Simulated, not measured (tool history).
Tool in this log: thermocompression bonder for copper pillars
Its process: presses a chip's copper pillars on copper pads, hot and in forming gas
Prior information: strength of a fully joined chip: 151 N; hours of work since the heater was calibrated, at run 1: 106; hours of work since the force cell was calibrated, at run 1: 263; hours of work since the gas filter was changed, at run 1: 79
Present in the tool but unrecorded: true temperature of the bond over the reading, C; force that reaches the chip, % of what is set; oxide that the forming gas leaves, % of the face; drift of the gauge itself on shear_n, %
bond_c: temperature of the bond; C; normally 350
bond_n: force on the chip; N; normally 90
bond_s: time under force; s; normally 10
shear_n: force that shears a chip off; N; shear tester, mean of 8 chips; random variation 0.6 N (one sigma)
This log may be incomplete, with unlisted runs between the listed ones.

run     day  bond_c  bond_n  bond_s  hours of work since the heater was calibrated  hours of work since the force cell was calibrated  hours of work since the gas filter was changed  shear_n
  1       0     350      90      10                                            106                                                263                                              79     81.1
  2   0.967     350      90      10                                            115                                                272                                              88     81.4
  3   1.896     350      90      10                                            124                                                281                                              97     80.9
  4   2.421     350      90      10                                            129                                                286                                             102     81.7
  5   3.012     350      90      10                                            135                                                292                                             108     81.1
  6   3.779     350      90      10                                            142                                                299                                             115     81.7
  7   4.417     350      90       8                                            148                                                305                                             122       76
  8   5.125     350      90       8                                            155                                                312                                             128     75.5
  9    6.05     350      56      10                                            164                                                321                                             137     66.4
 10   6.562     350      79      10                                            169                                                326                                             142     77.6
 11   7.317     350      79      10                                            176                                                333                                             149     77.5
 12   8.212     350      79      10                                            185                                                342                                             158     76.8
 13   8.942     350      90       7                                            192                                                349                                             165       72
      9.292  -- forming gas filter changed
 14    9.55     366     123      19                                            198                                                354                                               3    120.3
 15  10.404     330     125       5                                            206                                                362                                              11     62.1
 16  11.358     360      87      15                                            215                                                372                                              20     99.9
     11.483  -- force cell calibrated
 17  11.979     361      64      10                                            220                                                  5                                              25     79.5
 18  12.517     361      64      10                                            225                                                 10                                              30     79.2
 19  13.179     334      71      10                                            232                                                 16                                              37     63.9
 20  13.738     343      90       6                                            237                                                 22                                              42     65.3
 21   14.25     343      90       6                                            242                                                 27                                              47     65.6
     14.667  -- force cell calibrated, once more
 22   15.05     370      94       6                                            249                                                  4                                              54     84.9
 23  15.767     370      94       6                                            256                                                 11                                              61     84.1
 24  16.504     342      88       6                                            263                                                 18                                              68     64.3
 25  17.433     342      88       6                                            272                                                 27                                              77     63.2
 26   18.15     378      86       6                                            279                                                 33                                              84     87.9

A few steps of shear_n between consecutive runs. Split each: what settings, incoming material and random variation would produce without the hidden state, and what is left over for the hidden state, along with gauge scatter present in only one of the two compared results (measured, and without hidden state):
Run 13 -> 14: bond_c 350 -> 366, bond_n 90 -> 123, bond_s 7 -> 19, forming gas filter changed. shear_n +48.3 N: hidden state +1.8, all else +46.5.
Run 14 -> 15: bond_c 366 -> 330, bond_n 123 -> 125, bond_s 19 -> 5. shear_n -58.2 N: hidden state +0.2, all else -58.4.
Run 25 -> 26: bond_c 342 -> 378, bond_n 88 -> 86. shear_n +24.7 N: hidden state -0.3, all else +25.
